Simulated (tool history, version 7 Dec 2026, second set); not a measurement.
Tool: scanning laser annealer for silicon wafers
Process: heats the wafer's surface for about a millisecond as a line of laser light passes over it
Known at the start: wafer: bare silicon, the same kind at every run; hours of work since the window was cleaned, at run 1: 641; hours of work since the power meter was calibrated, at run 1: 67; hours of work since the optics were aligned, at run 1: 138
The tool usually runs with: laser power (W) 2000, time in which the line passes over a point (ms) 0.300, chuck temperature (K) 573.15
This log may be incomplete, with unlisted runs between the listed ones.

run	day	laser power (W)	time in which the line passes over a point (ms)	chuck temperature (K)	hours of work since the window was cleaned	hours of work since the power meter was calibrated	hours of work since the optics were aligned	highest temperature of the surface (K)
1	0.000	2000	0.300	573.15	641	67	138	1361.15
2	0.279	2000	0.300	573.15	646	72	143	1360.15
3	0.696	1825	0.300	573.15	653	79	151	1277.15
4	0.975	1825	0.300	573.15	658	85	156	1275.15
5	1.188	1825	0.300	573.15	662	88	160	1270.15
6	1.479	1825	0.300	573.15	668	94	165	1270.15
7	1.671	1825	0.300	573.15	671	97	169	1270.15
8	1.850	1825	0.300	573.15	674	100	172	1269.15
9	2.183	1825	0.247	573.15	680	107	178	1207.15
10	2.592	1825	0.247	573.15	688	114	186	1210.15
11	2.962	1825	0.247	573.15	695	121	192	1208.15
12	3.312	2000	0.222	573.15	701	127	199	1248.15
13	3.729	2000	0.222	573.15	709	135	206	1244.15
14	4.050	2064	0.268	573.15	714	141	212	1339.15
15	4.229	2000	0.273	579.15	718	144	215	1320.15
16	4.608	2000	0.273	579.15	725	151	222	1321.15
17	4.888	2000	0.300	551.15	730	156	228	1324.15
18	5.146	2000	0.300	551.15	734	161	232	1323.15
19	5.483	2000	0.300	551.15	741	167	238	1323.15
# day 5.667: window over the wafer cleaned
20	5.962	1747	0.289	613.15	5	174	246	1307.15
21	6.246	1747	0.289	613.15	11	179	251	1305.15
22	6.546	1747	0.289	613.15	16	185	256	1305.15
23	6.738	1791	0.230	533.15	19	188	260	1170.15
24	7.008	2000	0.289	544.15	24	193	265	1357.15

A few steps of highest temperature of the surface (K) between consecutive runs. Split each: what settings, incoming material and random variation would produce without the hidden state, and what is left over for the hidden state, along with gauge scatter present in only one of the two compared results (measured, and without hidden state):
What the log doesn't record here: light that passes the window, % of a clean one's; laser's true power over the reading, %; width of the line over the set one, %; drift of the gauge itself on peak_c, C.
Run 13 -> 14: laser power (W) 2000 -> 2064, time in which the line passes over a point (ms) 0.222 -> 0.268. highest temperature of the surface (K) +95.00: hidden state -8.00, all else +103.00.
Run 19 -> 20: laser power (W) 2000 -> 1747, time in which the line passes over a point (ms) 0.300 -> 0.289, chuck temperature (K) 551.15 -> 613.15, window over the wafer cleaned. highest temperature of the surface (K) -16.00: hidden state +56.00, all else -72.00.
Run 22 -> 23: laser power (W) 1747 -> 1791, time in which the line passes over a point (ms) 0.289 -> 0.230, chuck temperature (K) 613.15 -> 533.15. highest temperature of the surface (K) -135.00: hidden state +1.00, all else -136.00.
Run 23 -> 24: laser power (W) 1791 -> 2000, time in which the line passes over a point (ms) 0.230 -> 0.289, chuck temperature (K) 533.15 -> 544.15. highest temperature of the surface (K) +187.00: hidden state -3.00, all else +190.00.
